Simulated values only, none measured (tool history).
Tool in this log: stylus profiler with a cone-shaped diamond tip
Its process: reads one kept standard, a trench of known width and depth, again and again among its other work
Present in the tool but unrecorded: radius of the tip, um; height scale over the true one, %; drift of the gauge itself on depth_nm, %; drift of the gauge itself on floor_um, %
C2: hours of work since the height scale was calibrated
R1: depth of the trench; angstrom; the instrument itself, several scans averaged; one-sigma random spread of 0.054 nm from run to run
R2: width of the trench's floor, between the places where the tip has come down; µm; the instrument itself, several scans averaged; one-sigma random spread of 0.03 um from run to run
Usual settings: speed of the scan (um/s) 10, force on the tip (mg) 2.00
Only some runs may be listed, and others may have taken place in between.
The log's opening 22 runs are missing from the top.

run 23 hour=1150.8 | speed_of_the_scan_(um/s)=21 force_on_the_tip_(mg)=5.69 | scans_with_this_tip=14797 C2=859 | R1=2039.1 R2=47.97
run 24 hour=1219.9 | speed_of_the_scan_(um/s)=21 force_on_the_tip_(mg)=5.69 | scans_with_this_tip=15068 C2=908 | R1=2039.2 R2=47.98
run 25 hour=1281.2 | speed_of_the_scan_(um/s)=21 force_on_the_tip_(mg)=5.69 | scans_with_this_tip=15308 C2=952 | R1=2039.3 R2=48.03
run 26 hour=1336.3 | speed_of_the_scan_(um/s)=21 force_on_the_tip_(mg)=5.69 | scans_with_this_tip=15525 C2=990 | R1=2038.2 R2=48.00
run 27 hour=1400.4 | speed_of_the_scan_(um/s)=31 force_on_the_tip_(mg)=1.14 | scans_with_this_tip=15776 C2=1036 | R1=2013.8 R2=47.80
run 28 hour=1455.2 | speed_of_the_scan_(um/s)=31 force_on_the_tip_(mg)=1.14 | scans_with_this_tip=15991 C2=1074 | R1=2013.6 R2=47.85
run 29 hour=1492.3 | speed_of_the_scan_(um/s)=31 force_on_the_tip_(mg)=1.14 | scans_with_this_tip=16137 C2=1101 | R1=2012.6 R2=47.85
run 30 hour=1561.8 | speed_of_the_scan_(um/s)=4 force_on_the_tip_(mg)=2.51 | scans_with_this_tip=16409 C2=1150 | R1=2023.4 R2=48.05
run 31 hour=1619.1 | speed_of_the_scan_(um/s)=4 force_on_the_tip_(mg)=2.51 | scans_with_this_tip=16634 C2=1190 | R1=2022.5 R2=48.00
run 32 hour=1664.4 | speed_of_the_scan_(um/s)=6 force_on_the_tip_(mg)=3.39 | scans_with_this_tip=16812 C2=1222 | R1=2027.1 R2=48.02
run 33 hour=1715.2 | speed_of_the_scan_(um/s)=15 force_on_the_tip_(mg)=4.53 | scans_with_this_tip=17011 C2=1258 | R1=2033.8 R2=48.00
run 34 hour=1778.6 | speed_of_the_scan_(um/s)=13 force_on_the_tip_(mg)=0.96 | scans_with_this_tip=17260 C2=1303 | R1=2011.3 R2=47.96
run 35 hour=1818.3 | speed_of_the_scan_(um/s)=13 force_on_the_tip_(mg)=0.96 | scans_with_this_tip=17416 C2=1331 | R1=2011.0 R2=47.92
run 36 hour=1852.6 | speed_of_the_scan_(um/s)=19 force_on_the_tip_(mg)=3.03 | scans_with_this_tip=17550 C2=1355 | R1=2025.6 R2=47.97
run 37 hour=1903.2 | speed_of_the_scan_(um/s)=10 force_on_the_tip_(mg)=0.73 | scans_with_this_tip=17749 C2=1391 | R1=2009.1 R2=47.95
run 38 hour=1970.1 | speed_of_the_scan_(um/s)=4 force_on_the_tip_(mg)=2.03 | scans_with_this_tip=18012 C2=1438 | R1=2019.8 R2=48.01

Consider 4 possible next runs. They are alternatives, not a sequence: every one starts from the tool as it was left by run 38. What does each give?
run A hour=2041.1 | speed_of_the_scan_(um/s)=16 force_on_the_tip_(mg)=2.00 | scans_with_this_tip=18290 C2=1488 | R1=? R2=?
run B hour=2041.1 | speed_of_the_scan_(um/s)=33 force_on_the_tip_(mg)=2.26 | scans_with_this_tip=18290 C2=1488 | R1=? R2=?
run C hour=2041.1 | speed_of_the_scan_(um/s)=22 force_on_the_tip_(mg)=0.78 | scans_with_this_tip=18290 C2=1488 | R1=? R2=?
run D hour=2041.1 | speed_of_the_scan_(um/s)=10 force_on_the_tip_(mg)=3.20 | scans_with_this_tip=18290 C2=1488 | R1=? R2=?

run=A R1=2018.9 R2=47.96
run=B R1=2020.9 R2=47.89
run=C R1=2010.2 R2=47.87
run=D R1=2026.3 R2=47.95
With the hidden condition removed and each run's random variation left untouched, the same runs would have given:
run=A R1=2019.2 R2=47.97
run=B R1=2021.3 R2=47.91
run=C R1=2010.6 R2=47.89
run=D R1=2026.6 R2=47.97

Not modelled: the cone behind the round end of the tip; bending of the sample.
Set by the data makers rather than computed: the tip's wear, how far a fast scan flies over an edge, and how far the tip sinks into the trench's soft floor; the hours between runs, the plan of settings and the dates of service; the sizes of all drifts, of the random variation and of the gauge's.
